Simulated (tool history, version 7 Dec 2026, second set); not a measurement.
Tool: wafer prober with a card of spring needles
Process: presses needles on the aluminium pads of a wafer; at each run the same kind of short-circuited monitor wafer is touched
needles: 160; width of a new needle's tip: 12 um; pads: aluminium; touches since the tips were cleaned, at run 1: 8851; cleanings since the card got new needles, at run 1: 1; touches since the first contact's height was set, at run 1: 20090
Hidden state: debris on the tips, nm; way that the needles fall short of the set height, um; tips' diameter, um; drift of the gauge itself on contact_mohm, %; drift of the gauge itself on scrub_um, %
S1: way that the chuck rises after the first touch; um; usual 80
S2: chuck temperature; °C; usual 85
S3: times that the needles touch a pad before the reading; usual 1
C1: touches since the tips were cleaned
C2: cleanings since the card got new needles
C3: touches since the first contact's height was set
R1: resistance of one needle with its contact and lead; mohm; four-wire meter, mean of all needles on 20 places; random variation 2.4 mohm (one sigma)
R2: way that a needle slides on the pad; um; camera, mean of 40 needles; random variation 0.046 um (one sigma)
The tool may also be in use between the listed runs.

run 1 hour=0 | S1=80 S2=85 S3=1 | C1=8851 C2=1 C3=20090 | R1=285 R2=22.23
-- hour=0.9 tips cleaned on abrasive film
run 2 hour=12.6 | S1=80 S2=85 S3=1 | C1=3881 C2=2 C3=24229 | R1=295 R2=22.21
-- hour=18.9 tips cleaned on abrasive film, once more
run 3 hour=21.9 | S1=80 S2=85 S3=1 | C1=992 C2=3 C3=27279 | R1=275 R2=22.12
run 4 hour=31.4 | S1=80 S2=85 S3=1 | C1=4157 C2=3 C3=30444 | R1=278 R2=22.26
run 5 hour=37.2 | S1=80 S2=93 S3=1 | C1=6078 C2=3 C3=32365 | R1=283 R2=22.19
-- hour=46.6 tips cleaned on abrasive film
run 6 hour=47 | S1=80 S2=93 S3=1 | C1=154 C2=4 C3=35587 | R1=270 R2=22.17
run 7 hour=55.8 | S1=80 S2=93 S3=1 | C1=3045 C2=4 C3=38478 | R1=283 R2=22.11
run 8 hour=65.6 | S1=80 S2=93 S3=1 | C1=6319 C2=4 C3=41752 | R1=281 R2=22.12
run 9 hour=71.2 | S1=80 S2=93 S3=1 | C1=8162 C2=4 C3=43595 | R1=292 R2=22.26
-- hour=74.3 tips cleaned on abrasive film
run 10 hour=77.7 | S1=80 S2=85 S3=1 | C1=1140 C2=5 C3=45730 | R1=278 R2=22.11
run 11 hour=87.3 | S1=60 S2=85 S3=1 | C1=4290 C2=5 C3=48880 | R1=276 R2=16.53
run 12 hour=99.6 | S1=60 S2=65 S3=1 | C1=8399 C2=5 C3=52989 | R1=286 R2=16.62
-- hour=101.7 tips cleaned on abrasive film
run 13 hour=111.6 | S1=60 S2=65 S3=1 | C1=3289 C2=6 C3=56933 | R1=279 R2=16.57
run 14 hour=122.6 | S1=60 S2=65 S3=1 | C1=6933 C2=6 C3=60577 | R1=281 R2=16.54
-- hour=129.3 tips cleaned on abrasive film
run 15 hour=134.1 | S1=80 S2=77 S3=1 | C1=1569 C2=7 C3=64337 | R1=270 R2=22.09
run 16 hour=143.9 | S1=80 S2=85 S3=1 | C1=4814 C2=7 C3=67582 | R1=284 R2=22.07
run 17 hour=153.8 | S1=94 S2=85 S3=1 | C1=8107 C2=7 C3=70875 | R1=286 R2=25.95
-- hour=156.9 tips cleaned on abrasive film
run 18 hour=165.2 | S1=80 S2=85 S3=3 | C1=2744 C2=8 C3=74614 | R1=269 R2=22.08
run 19 hour=175.2 | S1=80 S2=85 S3=3 | C1=6071 C2=8 C3=77941 | R1=275 R2=22.05
run 20 hour=182.4 | S1=80 S2=85 S3=3 | C1=8453 C2=8 C3=80323 | R1=271 R2=21.94
-- hour=184.5 tips cleaned on abrasive film
run 21 hour=195.5 | S1=80 S2=85 S3=3 | C1=3672 C2=9 C3=84642 | R1=268 R2=22.04
run 22 hour=204.7 | S1=68 S2=85 S3=2 | C1=6696 C2=9 C3=87666 | R1=281 R2=18.69
-- hour=211.9 tips cleaned on abrasive film
run 23 hour=213.1 | S1=69 S2=85 S3=1 | C1=383 C2=10 C3=90428 | R1=270 R2=18.93
run 24 hour=225.9 | S1=69 S2=85 S3=1 | C1=4620 C2=10 C3=94665 | R1=279 R2=18.97
run 25 hour=234.3 | S1=69 S2=85 S3=1 | C1=7413 C2=10 C3=97458 | R1=290 R2=18.99
-- hour=239.6 tips cleaned on abrasive film
run 26 hour=247.2 | S1=80 S2=74 S3=2 | C1=2532 C2=11 C3=101700 | R1=268 R2=21.99
run 27 hour=256.2 | S1=80 S2=74 S3=2 | C1=5508 C2=11 C3=104676 | R1=274 R2=22
run 28 hour=262.8 | S1=80 S2=74 S3=2 | C1=7722 C2=11 C3=106890 | R1=278 R2=21.88
-- hour=267 tips cleaned on abrasive film
run 29 hour=273.7 | S1=79 S2=27 S3=2 | C1=2194 C2=12 C3=110441 | R1=261 R2=21.66
run 30 hour=281.8 | S1=93 S2=91 S3=1 | C1=4877 C2=12 C3=113124 | R1=281 R2=25.48
run 31 hour=293 | S1=93 S2=91 S3=1 | C1=8588 C2=12 C3=116835 | R1=286 R2=25.51
-- hour=294.4 tips cleaned on abrasive film
run 32 hour=300.5 | S1=91 S2=91 S3=1 | C1=2033 C2=13 C3=119310 | R1=274 R2=25.04
run 33 hour=311.5 | S1=91 S2=91 S3=1 | C1=5683 C2=13 C3=122960 | R1=281 R2=25.02
run 34 hour=320.8 | S1=61 S2=85 S3=2 | C1=8756 C2=13 C3=126033 | R1=284 R2=16.54
-- hour=321.8 tips cleaned on abrasive film
run 35 hour=327 | S1=66 S2=63 S3=2 | C1=1729 C2=14 C3=128052 | R1=268 R2=17.98

Forecast each of these 3 alternatives for the next run:
run A hour=335.1 | S1=64 S2=111 S3=1 | C1=4408 C2=14 C3=130731 | R1=? R2=?
run B hour=335.1 | S1=66 S2=80 S3=2 | C1=4408 C2=14 C3=130731 | R1=? R2=?
run C hour=335.1 | S1=95 S2=72 S3=1 | C1=4408 C2=14 C3=130731 | R1=? R2=?

run=A R1=293 R2=17.35
run=B R1=271 R2=17.99
run=C R1=274 R2=26.08
Without the tool's hidden state the same runs would have given:
run=A R1=279 R2=17.78
run=B R1=263 R2=18.42
run=C R1=263 R2=26.51
